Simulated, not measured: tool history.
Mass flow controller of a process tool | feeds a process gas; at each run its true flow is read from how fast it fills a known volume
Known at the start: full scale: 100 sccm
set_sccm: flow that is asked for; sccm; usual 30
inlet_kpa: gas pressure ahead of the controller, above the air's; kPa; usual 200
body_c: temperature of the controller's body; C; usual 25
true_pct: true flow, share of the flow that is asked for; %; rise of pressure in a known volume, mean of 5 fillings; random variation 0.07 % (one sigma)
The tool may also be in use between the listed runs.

run	hour	set_sccm	inlet_kpa	body_c	true_pct
1	0.0	30	200	25	97.67
2	133.5	30	200	25	97.67
3	272.4	30	200	25	97.61
4	397.7	30	200	25	97.59
5	515.4	30	200	25	97.62
6	623.5	30	200	25	97.52
7	730.6	30	200	25	97.53
8	889.8	30	200	25	97.52
9	1029.1	30	200	25	97.49
10	1154.0	30	200	25	97.36
11	1259.0	30	200	25	97.40
12	1388.3	30	200	25	97.28
13	1548.8	30	200	25	97.16
14	1660.0	30	200	25	97.15
15	1782.5	30	200	39	96.04
16	1929.1	30	200	39	95.96
17	2080.1	30	200	39	95.98
18	2221.5	30	200	39	95.83
19	2359.1	30	200	39	95.96
20	2513.1	30	200	39	95.83
21	2658.1	30	200	25	96.75
# hour 2719.8: gauge calibrated
22	2727.3	30	200	25	97.72
23	2860.3	30	200	25	97.72
24	2959.4	30	200	25	97.60
25	3086.6	18	196	25	97.27
26	3183.1	18	196	26	97.16
27	3313.3	64	220	26	98.35
28	3383.2	12	205	21	97.22
29	3502.8	30	141	33	97.45
30	3618.8	30	141	33	97.26
# hour 3628.6: controller's zero set anew
31	3707.6	13	168	25	97.12
32	3776.6	20	168	29	96.94
33	3874.5	55	179	25	98.15
34	3990.6	16	165	29	96.91
35	4119.5	16	165	29	96.71
36	4213.2	16	165	29	96.78
37	4355.5	72	143	29	98.84
38	4496.7	72	143	29	98.60
39	4621.5	72	143	29	98.56
40	4706.5	72	143	29	98.47
41	4849.5	12	181	29	96.23
42	4935.4	30	150	33	96.83
43	5020.4	15	232	33	95.67
44	5135.7	15	169	33	95.95
45	5237.4	36	169	23	97.51
46	5344.1	36	169	23	97.56
47	5472.9	22	270	22	96.25

5 ways to go on from here, each from the tool as it stands after run 47. What would each give?
A	5572.4	13	142	25	?
B	5572.4	30	200	22	?
C	5572.4	11	195	30	?
D	5572.4	27	222	21	?
E	5572.4	36	160	21	?

run	true_pct
A	96.67
B	96.91
C	95.91
D	96.85
E	97.56
Without the tool's hidden state the same runs would have given:
run	true_pct
A	97.58
B	97.84
C	96.81
D	97.77
E	98.49

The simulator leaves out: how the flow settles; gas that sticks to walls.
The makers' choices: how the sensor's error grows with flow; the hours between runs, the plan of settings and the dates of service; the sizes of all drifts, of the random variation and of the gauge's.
